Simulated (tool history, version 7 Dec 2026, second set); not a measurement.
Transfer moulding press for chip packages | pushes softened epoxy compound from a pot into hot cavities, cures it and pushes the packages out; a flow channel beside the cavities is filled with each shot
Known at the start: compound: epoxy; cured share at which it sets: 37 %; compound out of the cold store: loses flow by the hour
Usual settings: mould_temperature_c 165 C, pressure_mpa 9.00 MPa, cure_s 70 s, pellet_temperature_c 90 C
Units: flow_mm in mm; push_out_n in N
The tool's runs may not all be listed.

| run | hour | mould_temperature_c | pressure_mpa | cure_s | pellet_temperature_c | incoming compound's hours out of the cold store | flow_mm | push_out_n |
|---|---|---|---|---|---|---|---|---|
| 1 | 0.0 | 165 | 9.00 | 70 | 90 | 31.8 | 543 | 401 |
|  | 25.9 | cavities cleaned with cleaning compound and waxed |
| 2 | 41.4 | 165 | 9.00 | 74 | 90 | 22.6 | 559 | 318 |
| 3 | 86.5 | 165 | 9.00 | 74 | 90 | 47.4 | 503 | 376 |
|  | 92.1 | cavities cleaned with cleaning compound and waxed |
| 4 | 117.5 | 165 | 9.00 | 74 | 90 | 13.0 | 569 | 340 |
| 5 | 146.4 | 165 | 9.00 | 74 | 90 | 37.8 | 514 | 358 |
|  | 157.5 | cavities cleaned with cleaning compound and waxed |
| 6 | 185.5 | 165 | 9.00 | 108 | 90 | 8.9 | 569 | 271 |
|  | 225.5 | cavities cleaned with cleaning compound and waxed |
| 7 | 240.8 | 165 | 9.00 | 108 | 90 | 47.4 | 488 | 245 |
|  | 290.2 | cavities cleaned with cleaning compound and waxed |
| 8 | 293.2 | 165 | 7.03 | 70 | 90 | 26.9 | 462 | 309 |
| 9 | 334.3 | 165 | 7.03 | 70 | 90 | 29.4 | 449 | 407 |
|  | 343.0 | plunger's sealing rings changed |
|  | 359.9 | cavities cleaned with cleaning compound and waxed |
| 10 | 389.1 | 165 | 7.03 | 103 | 90 | 38.3 | 468 | 271 |
| 11 | 418.9 | 165 | 7.03 | 103 | 90 | 19.5 | 501 | 298 |
|  | 425.3 | cavities cleaned with cleaning compound and waxed |
| 12 | 453.6 | 165 | 9.00 | 70 | 82 | 44.2 | 512 | 379 |
|  | 490.7 | cavities cleaned with cleaning compound and waxed |
| 13 | 501.9 | 165 | 9.00 | 93 | 83 | 47.6 | 503 | 241 |
| 14 | 529.5 | 165 | 9.00 | 93 | 83 | 38.2 | 518 | 301 |
|  | 558.1 | cavities cleaned with cleaning compound and waxed |
| 15 | 572.5 | 165 | 8.08 | 105 | 82 | 21.6 | 520 | 242 |
| 16 | 611.5 | 165 | 8.08 | 54 | 87 | 25.7 | 500 | 819 |
|  | 625.1 | cavities cleaned with cleaning compound and waxed |
| 17 | 635.9 | 165 | 7.34 | 70 | 90 | 19.6 | 487 | 343 |
| 18 | 660.0 | 161 | 7.34 | 70 | 90 | 14.5 | 500 | 525 |
|  | 692.5 | cavities cleaned with cleaning compound and waxed |
| 19 | 700.0 | 161 | 7.34 | 70 | 90 | 9.0 | 509 | 465 |

Hidden state or all else? Some run-to-run changes of flow_mm, split into what the settings, what came in and random variation would give without the hidden state, and what is left for the hidden state (with any gauge scatter that isn't in both results):
The hidden state here: true mould temperature over the reading, C; pressure that reaches the compound, % of what is set; grip of the stained cavities, % over clean ones'; drift of the gauge itself on flow_mm, %; drift of the gauge itself on push_out_n, %.
Run 6 -> 7: cavities cleaned with cleaning compound and waxed. flow_mm -81 mm: hidden state -1, all else -80.
Run 9 -> 10: cure_s 70 -> 103, plunger's sealing rings changed, cavities cleaned with cleaning compound and waxed. flow_mm +19 mm: hidden state +34, all else -15.
